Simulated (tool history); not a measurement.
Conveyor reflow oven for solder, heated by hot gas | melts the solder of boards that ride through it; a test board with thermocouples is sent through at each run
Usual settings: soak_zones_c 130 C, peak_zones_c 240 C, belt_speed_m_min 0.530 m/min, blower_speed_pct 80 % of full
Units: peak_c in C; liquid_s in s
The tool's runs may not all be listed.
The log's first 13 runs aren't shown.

{"run": 14, "hour": 403.7, "soak_zones_c": 130, "peak_zones_c": 240, "belt_speed_m_min": 0.53, "blower_speed_pct": 80, "peak_c": 223.0, "liquid_s": 60.5}
{"run": 15, "hour": 445.2, "soak_zones_c": 130, "peak_zones_c": 240, "belt_speed_m_min": 0.53, "blower_speed_pct": 80, "peak_c": 222.9, "liquid_s": 60.6}
{"run": 16, "hour": 481.5, "soak_zones_c": 144, "peak_zones_c": 237, "belt_speed_m_min": 0.538, "blower_speed_pct": 81, "peak_c": 222.5, "liquid_s": 65.1}
{"run": 17, "hour": 519.9, "soak_zones_c": 136, "peak_zones_c": 239, "belt_speed_m_min": 0.444, "blower_speed_pct": 79, "peak_c": 227.3, "liquid_s": 80.1}
{"run": 18, "hour": 550.3, "soak_zones_c": 125, "peak_zones_c": 244, "belt_speed_m_min": 0.442, "blower_speed_pct": 79, "peak_c": 231.7, "liquid_s": 80.2}
{"run": 19, "hour": 569.6, "soak_zones_c": 125, "peak_zones_c": 244, "belt_speed_m_min": 0.442, "blower_speed_pct": 79, "peak_c": 232.3, "liquid_s": 79.0}
{"run": 20, "hour": 608.8, "soak_zones_c": 125, "peak_zones_c": 244, "belt_speed_m_min": 0.442, "blower_speed_pct": 79, "peak_c": 231.8, "liquid_s": 78.9}
{"run": 21, "hour": 627.6, "soak_zones_c": 117, "peak_zones_c": 240, "belt_speed_m_min": 0.474, "blower_speed_pct": 80, "peak_c": 224.3, "liquid_s": 66.9}
{"run": 22, "hour": 659.2, "soak_zones_c": 117, "peak_zones_c": 240, "belt_speed_m_min": 0.474, "blower_speed_pct": 80, "peak_c": 225.5, "liquid_s": 67.0}
{"run": 23, "hour": 681.9, "soak_zones_c": 140, "peak_zones_c": 245, "belt_speed_m_min": 0.422, "blower_speed_pct": 80, "peak_c": 235.3, "liquid_s": 91.1}
{"run": 24, "hour": 703.3, "soak_zones_c": 140, "peak_zones_c": 245, "belt_speed_m_min": 0.422, "blower_speed_pct": 80, "peak_c": 236.2, "liquid_s": 90.5}
{"run": 25, "hour": 723.0, "soak_zones_c": 115, "peak_zones_c": 250, "belt_speed_m_min": 0.5, "blower_speed_pct": 80, "peak_c": 232.3, "liquid_s": 66.2}
{"run": 26, "hour": 741.2, "soak_zones_c": 121, "peak_zones_c": 250, "belt_speed_m_min": 0.5, "blower_speed_pct": 80, "peak_c": 232.6, "liquid_s": 69.4}
{"run": 27, "hour": 767.1, "soak_zones_c": 121, "peak_zones_c": 235, "belt_speed_m_min": 0.5, "blower_speed_pct": 58, "peak_c": 214.4, "liquid_s": 53.8}
{"run": 28, "hour": 809.5, "soak_zones_c": 121, "peak_zones_c": 235, "belt_speed_m_min": 0.5, "blower_speed_pct": 58, "peak_c": 214.7, "liquid_s": 54.0}
{"run": 29, "hour": 846.5, "soak_zones_c": 121, "peak_zones_c": 235, "belt_speed_m_min": 0.5, "blower_speed_pct": 58, "peak_c": 213.9, "liquid_s": 53.3}
{"run": 30, "hour": 885.3, "soak_zones_c": 121, "peak_zones_c": 249, "belt_speed_m_min": 0.5, "blower_speed_pct": 61, "peak_c": 227.9, "liquid_s": 64.1}

Forecast each of these 4 alternatives for the next run:
{"run": "A", "hour": 918.6, "soak_zones_c": 130, "peak_zones_c": 240, "belt_speed_m_min": 0.595, "blower_speed_pct": 89, "peak_c": "?", "liquid_s": "?"}
{"run": "B", "hour": 918.6, "soak_zones_c": 130, "peak_zones_c": 240, "belt_speed_m_min": 0.615, "blower_speed_pct": 80, "peak_c": "?", "liquid_s": "?"}
{"run": "C", "hour": 918.6, "soak_zones_c": 130, "peak_zones_c": 240, "belt_speed_m_min": 0.632, "blower_speed_pct": 80, "peak_c": "?", "liquid_s": "?"}
{"run": "D", "hour": 918.6, "soak_zones_c": 121, "peak_zones_c": 249, "belt_speed_m_min": 0.615, "blower_speed_pct": 61, "peak_c": "?", "liquid_s": "?"}

run=A peak_c=220.6 liquid_s=52.6
run=B peak_c=218.4 liquid_s=48.9
run=C peak_c=216.7 liquid_s=45.8
run=D peak_c=218.0 liquid_s=46.3
Without the tool's hidden state the same runs would have given:
run=A peak_c=220.8 liquid_s=52.7
run=B peak_c=218.6 liquid_s=49.1
run=C peak_c=216.9 liquid_s=46.0
run=D peak_c=218.2 liquid_s=46.5
